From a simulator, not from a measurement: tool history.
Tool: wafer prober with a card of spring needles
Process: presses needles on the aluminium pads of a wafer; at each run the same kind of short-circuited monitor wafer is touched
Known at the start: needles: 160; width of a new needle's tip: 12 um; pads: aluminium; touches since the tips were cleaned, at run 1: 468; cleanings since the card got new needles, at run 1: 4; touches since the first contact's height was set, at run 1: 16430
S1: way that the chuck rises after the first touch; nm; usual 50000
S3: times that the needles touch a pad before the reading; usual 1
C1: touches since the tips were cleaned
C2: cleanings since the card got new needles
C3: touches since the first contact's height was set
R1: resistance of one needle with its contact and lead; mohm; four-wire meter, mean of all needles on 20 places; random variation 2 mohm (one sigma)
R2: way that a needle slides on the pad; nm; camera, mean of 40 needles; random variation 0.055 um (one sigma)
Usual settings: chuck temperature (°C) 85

{"run": 1, "hour": 0.0, "S1": 50000, "chuck temperature (°C)": 85, "S3": 1, "C1": 468, "C2": 4, "C3": 16430, "R1": 223, "R2": 7370}
{"hour": 10.5, "done": "tips cleaned on abrasive film"}
{"run": 2, "hour": 16.0, "S1": 50000, "chuck temperature (°C)": 85, "S3": 1, "C1": 2082, "C2": 5, "C3": 22441, "R1": 247, "R2": 7310}
{"hour": 23.1, "done": "tips cleaned on abrasive film"}
{"hour": 33.9, "done": "tips cleaned on abrasive film"}
{"run": 3, "hour": 36.4, "S1": 50000, "chuck temperature (°C)": 85, "S3": 1, "C1": 935, "C2": 7, "C3": 30071, "R1": 233, "R2": 7340}
{"hour": 45.1, "done": "tips cleaned on abrasive film"}
{"hour": 55.7, "done": "tips cleaned on abrasive film"}
{"run": 4, "hour": 60.0, "S1": 50000, "chuck temperature (°C)": 85, "S3": 1, "C1": 1615, "C2": 9, "C3": 38911, "R1": 246, "R2": 7290}
{"hour": 66.5, "done": "tips cleaned on abrasive film"}
{"run": 5, "hour": 75.1, "S1": 50000, "chuck temperature (°C)": 85, "S3": 1, "C1": 3274, "C2": 10, "C3": 44602, "R1": 257, "R2": 7320}
{"hour": 78.0, "done": "tips cleaned on abrasive film"}
{"hour": 90.7, "done": "tips cleaned on abrasive film"}
{"run": 6, "hour": 94.8, "S1": 50000, "chuck temperature (°C)": 85, "S3": 2, "C1": 1551, "C2": 12, "C3": 51961, "R1": 236, "R2": 7120}
{"hour": 102.4, "done": "tips cleaned on abrasive film"}
{"hour": 113.5, "done": "tips cleaned on abrasive film"}
{"run": 7, "hour": 119.3, "S1": 50000, "chuck temperature (°C)": 85, "S3": 2, "C1": 2196, "C2": 14, "C3": 61161, "R1": 238, "R2": 7270}
{"hour": 125.1, "done": "tips cleaned on abrasive film"}
{"hour": 137.1, "done": "tips cleaned on abrasive film"}
{"run": 8, "hour": 145.2, "S1": 50000, "chuck temperature (°C)": 85, "S3": 3, "C1": 3050, "C2": 16, "C3": 70849, "R1": 230, "R2": 7190}
{"hour": 149.3, "done": "tips cleaned on abrasive film"}
{"hour": 161.0, "done": "tips cleaned on abrasive film"}
{"run": 9, "hour": 161.1, "S1": 50000, "chuck temperature (°C)": 85, "S3": 1, "C1": 34, "C2": 18, "C3": 76810, "R1": 217, "R2": 7130}
{"hour": 172.0, "done": "tips cleaned on abrasive film"}
{"run": 10, "hour": 175.7, "S1": 50000, "chuck temperature (°C)": 104, "S3": 1, "C1": 1397, "C2": 19, "C3": 82280, "R1": 249, "R2": 7140}
{"hour": 182.7, "done": "tips cleaned on abrasive film"}
{"run": 11, "hour": 189.0, "S1": 50000, "chuck temperature (°C)": 85, "S3": 1, "C1": 2394, "C2": 20, "C3": 87276, "R1": 258, "R2": 7170}
{"hour": 194.8, "done": "tips cleaned on abrasive film"}
{"hour": 206.7, "done": "tips cleaned on abrasive film"}
{"run": 12, "hour": 206.7, "S1": 50000, "chuck temperature (°C)": 85, "S3": 1, "C1": 0, "C2": 22, "C3": 93881, "R1": 219, "R2": 7060}
{"hour": 218.3, "done": "tips cleaned on abrasive film"}
{"run": 13, "hour": 221.6, "S1": 50000, "chuck temperature (°C)": 85, "S3": 1, "C1": 1226, "C2": 23, "C3": 99464, "R1": 241, "R2": 7100}
{"hour": 229.6, "done": "tips cleaned on abrasive film"}
{"hour": 241.1, "done": "tips cleaned on abrasive film"}
{"run": 14, "hour": 247.4, "S1": 50000, "chuck temperature (°C)": 85, "S3": 1, "C1": 2382, "C2": 25, "C3": 109167, "R1": 258, "R2": 7040}
{"hour": 253.5, "done": "tips cleaned on abrasive film"}
{"run": 15, "hour": 258.2, "S1": 58000, "chuck temperature (°C)": 85, "S3": 1, "C1": 1743, "C2": 26, "C3": 113184, "R1": 239, "R2": 8240}
{"hour": 264.8, "done": "tips cleaned on abrasive film"}
{"hour": 275.8, "done": "tips cleaned on abrasive film"}
{"run": 16, "hour": 283.4, "S1": 43000, "chuck temperature (°C)": 85, "S3": 2, "C1": 2872, "C2": 28, "C3": 122644, "R1": 251, "R2": 5950}
{"hour": 287.5, "done": "tips cleaned on abrasive film"}
{"hour": 298.2, "done": "tips cleaned on abrasive film"}
{"run": 17, "hour": 299.6, "S1": 43000, "chuck temperature (°C)": 33, "S3": 2, "C1": 508, "C2": 30, "C3": 128687, "R1": 215, "R2": 6070}
{"hour": 310.4, "done": "tips cleaned on abrasive film"}
{"run": 18, "hour": 313.7, "S1": 50000, "chuck temperature (°C)": 50, "S3": 1, "C1": 1271, "C2": 31, "C3": 133997, "R1": 241, "R2": 7000}
{"hour": 321.6, "done": "tips cleaned on abrasive film"}
{"run": 19, "hour": 326.2, "S1": 35000, "chuck temperature (°C)": 30, "S3": 2, "C1": 1735, "C2": 32, "C3": 138692, "R1": 251, "R2": 4740}
{"hour": 333.5, "done": "tips cleaned on abrasive film"}
{"hour": 345.9, "done": "tips cleaned on abrasive film"}
{"run": 20, "hour": 348.4, "S1": 50000, "chuck temperature (°C)": 105, "S3": 2, "C1": 939, "C2": 34, "C3": 147008, "R1": 235, "R2": 6900}
{"hour": 357.6, "done": "tips cleaned on abrasive film"}
{"run": 21, "hour": 365.3, "S1": 63000, "chuck temperature (°C)": 49, "S3": 1, "C1": 2924, "C2": 35, "C3": 153343, "R1": 237, "R2": 8880}
{"hour": 368.3, "done": "tips cleaned on abrasive film"}
{"hour": 380.3, "done": "tips cleaned on abrasive film"}
{"run": 22, "hour": 386.4, "S1": 63000, "chuck temperature (°C)": 41, "S3": 1, "C1": 2297, "C2": 37, "C3": 161235, "R1": 236, "R2": 8750}
{"hour": 392.4, "done": "tips cleaned on abrasive film"}
{"hour": 403.2, "done": "tips cleaned on abrasive film"}
{"run": 23, "hour": 410.2, "S1": 45000, "chuck temperature (°C)": 33, "S3": 2, "C1": 2615, "C2": 39, "C3": 170151, "R1": 239, "R2": 6140}
{"hour": 414.9, "done": "tips cleaned on abrasive film"}
{"run": 24, "hour": 424.3, "S1": 53000, "chuck temperature (°C)": 38, "S3": 1, "C1": 3556, "C2": 40, "C3": 175466, "R1": 252, "R2": 7320}
{"hour": 426.0, "done": "tips cleaned on abrasive film"}
{"hour": 437.1, "done": "tips cleaned on abrasive film"}
{"run": 25, "hour": 440.8, "S1": 49000, "chuck temperature (°C)": 85, "S3": 2, "C1": 1386, "C2": 42, "C3": 181607, "R1": 234, "R2": 6630}
{"hour": 449.0, "done": "tips cleaned on abrasive film"}
{"hour": 460.3, "done": "tips cleaned on abrasive film"}
{"run": 26, "hour": 460.9, "S1": 31000, "chuck temperature (°C)": 55, "S3": 1, "C1": 228, "C2": 44, "C3": 189136, "R1": 243, "R2": 3930}
{"hour": 472.1, "done": "tips cleaned on abrasive film"}
{"hour": 482.9, "done": "tips cleaned on abrasive film"}
{"run": 27, "hour": 482.9, "S1": 31000, "chuck temperature (°C)": 55, "S3": 1, "C1": 0, "C2": 46, "C3": 197389, "R1": 230, "R2": 3890}
{"hour": 494.3, "done": "tips cleaned on abrasive film"}
{"run": 28, "hour": 502.5, "S1": 31000, "chuck temperature (°C)": 61, "S3": 1, "C1": 3077, "C2": 47, "C3": 204751, "R1": 347, "R2": 3980}
{"hour": 506.4, "done": "tips cleaned on abrasive film"}
{"run": 29, "hour": 516.4, "S1": 31000, "chuck temperature (°C)": 61, "S3": 1, "C1": 3776, "C2": 48, "C3": 209961, "R1": 354, "R2": 3900}
{"hour": 517.7, "done": "tips cleaned on abrasive film"}
{"hour": 519.7, "done": "height of the first contact set anew"}
{"hour": 529.9, "done": "tips cleaned on abrasive film"}
{"run": 30, "hour": 537.4, "S1": 31000, "chuck temperature (°C)": 61, "S3": 1, "C1": 2830, "C2": 50, "C3": 6635, "R1": 320, "R2": 4550}

The same runs without the tool's hidden state, with the same run-to-run variation:
The hidden state here: debris on the tips, nm; way that the needles fall short of the set height, um; tips' diameter, um; drift of the gauge itself on contact_mohm, %; drift of the gauge itself on scrub_um, %.
run=1 R1=209 R2=7420
run=2 R1=209 R2=7380
run=3 R1=209 R2=7430
run=4 R1=212 R2=7410
run=5 R1=211 R2=7450
run=6 R1=215 R2=7270
run=7 R1=213 R2=7460
run=8 R1=213 R2=7400
run=9 R1=212 R2=7370
run=10 R1=215 R2=7400
run=11 R1=216 R2=7430
run=12 R1=212 R2=7350
run=13 R1=213 R2=7400
run=14 R1=214 R2=7370
run=15 R1=210 R2=8590
run=16 R1=215 R2=6330
run=17 R1=201 R2=6480
run=18 R1=203 R2=7410
run=19 R1=204 R2=5170
run=20 R1=217 R2=7360
run=21 R1=202 R2=9360
run=22 R1=201 R2=9250
run=23 R1=201 R2=6670
run=24 R1=199 R2=7870
run=25 R1=210 R2=7210
run=26 R1=209 R2=4540
run=27 R1=213 R2=4530
run=28 R1=214 R2=4630
run=29 R1=211 R2=4560
run=30 R1=216 R2=4560
